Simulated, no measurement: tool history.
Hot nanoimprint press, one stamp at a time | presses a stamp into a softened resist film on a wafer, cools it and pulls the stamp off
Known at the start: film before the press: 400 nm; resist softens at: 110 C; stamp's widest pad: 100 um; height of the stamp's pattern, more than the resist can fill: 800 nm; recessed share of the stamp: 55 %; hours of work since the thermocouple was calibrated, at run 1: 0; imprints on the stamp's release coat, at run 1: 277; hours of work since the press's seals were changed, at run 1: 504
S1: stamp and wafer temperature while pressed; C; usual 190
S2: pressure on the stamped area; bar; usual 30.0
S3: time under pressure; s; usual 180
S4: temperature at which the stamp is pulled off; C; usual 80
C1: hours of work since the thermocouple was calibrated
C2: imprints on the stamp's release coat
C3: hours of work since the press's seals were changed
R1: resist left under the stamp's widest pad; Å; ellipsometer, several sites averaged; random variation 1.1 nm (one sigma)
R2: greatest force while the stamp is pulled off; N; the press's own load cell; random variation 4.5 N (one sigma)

Run 1, hour 0.0: usual settings; C1 0; C2 277; C3 504. Result: R1 2308 Å, R2 213 N.
Run 2, hour 53.7: usual settings but S4 66 C; C1 37; C2 410; C3 541. Result: R1 2308 Å, R2 277 N.
Run 3, hour 97.7: usual settings but S4 66 C; C1 68; C2 519; C3 572. Result: R1 2290 Å, R2 266 N.
Run 4, hour 166.4: usual settings but S4 66 C; C1 115; C2 690; C3 619. Result: R1 2285 Å, R2 269 N.
Run 5, hour 218.7: usual settings but S1 197 C; C1 152; C2 819; C3 656. Result: R1 1994 Å, R2 218 N.
Run 6, hour 264.5: usual settings but S1 197 C; C1 183; C2 933; C3 687. Result: R1 1986 Å, R2 213 N.
Run 7, hour 298.6: usual settings but S1 197 C; C1 207; C2 1017; C3 711. Result: R1 1991 Å, R2 216 N.
Run 8, hour 369.2: usual settings; C1 256; C2 1192; C3 760. Result: R1 2281 Å, R2 223 N.
Run 9, hour 424.0: usual settings; C1 294; C2 1328; C3 798. Result: R1 2297 Å, R2 216 N.
Run 10, hour 471.5: usual settings; C1 327; C2 1445; C3 831. Result: R1 2273 Å, R2 221 N.
Run 11, hour 513.9: usual settings but S4 69 C; C1 356; C2 1550; C3 860. Result: R1 2274 Å, R2 261 N.
Run 12, hour 555.5: usual settings but S2 24.6 bar; C1 385; C2 1654; C3 889. Result: R1 2506 Å, R2 224 N.
Run 13, hour 624.5: usual settings; C1 433; C2 1824; C3 937. Result: R1 2270 Å, R2 223 N.
Run 14, hour 690.9: usual settings; C1 479; C2 1989; C3 983. Result: R1 2270 Å, R2 222 N.
At hour 723.7: stamp cleaned and given a new release coat.
Run 15, hour 751.0: usual settings but S1 198 C; C1 517; C2 68; C3 1021. Result: R1 1936 Å, R2 222 N.
Run 16, hour 797.0: usual settings but S1 198 C; C1 549; C2 182; C3 1052. Result: R1 1915 Å, R2 219 N.
Run 17, hour 859.0: usual settings but S3 128 s, S4 77 C; C1 592; C2 335; C3 1095. Result: R1 2484 Å, R2 227 N.
At hour 866.0: plate thermocouple calibrated.
Run 18, hour 934.0: usual settings but S3 128 s, S4 77 C; C1 47; C2 514; C3 1145. Result: R1 2487 Å, R2 222 N.
Run 19, hour 968.3: usual settings but S3 128 s, S4 77 C; C1 71; C2 599; C3 1169. Result: R1 2474 Å, R2 225 N.
Run 20, hour 1010.9: usual settings but S3 128 s, S4 77 C; C1 101; C2 704; C3 1199. Result: R1 2471 Å, R2 231 N.
Run 21, hour 1084.0: usual settings but S3 128 s, S4 77 C; C1 151; C2 885; C3 1249. Result: R1 2469 Å, R2 231 N.
Run 22, hour 1129.0: usual settings but S2 20.8 bar; C1 182; C2 997; C3 1281. Result: R1 2662 Å, R2 225 N.

Forecast run 23:
Run 23, hour 1171.8: usual settings but S2 20.8 bar; C1 212; C2 1103; C3 1310. Result: R1 ?, R2 ?.

Run 23 gave R1 2652 Å, R2 221 N.
Without the tool's hidden state the same run would have given R1 2705 Å, R2 220 N.
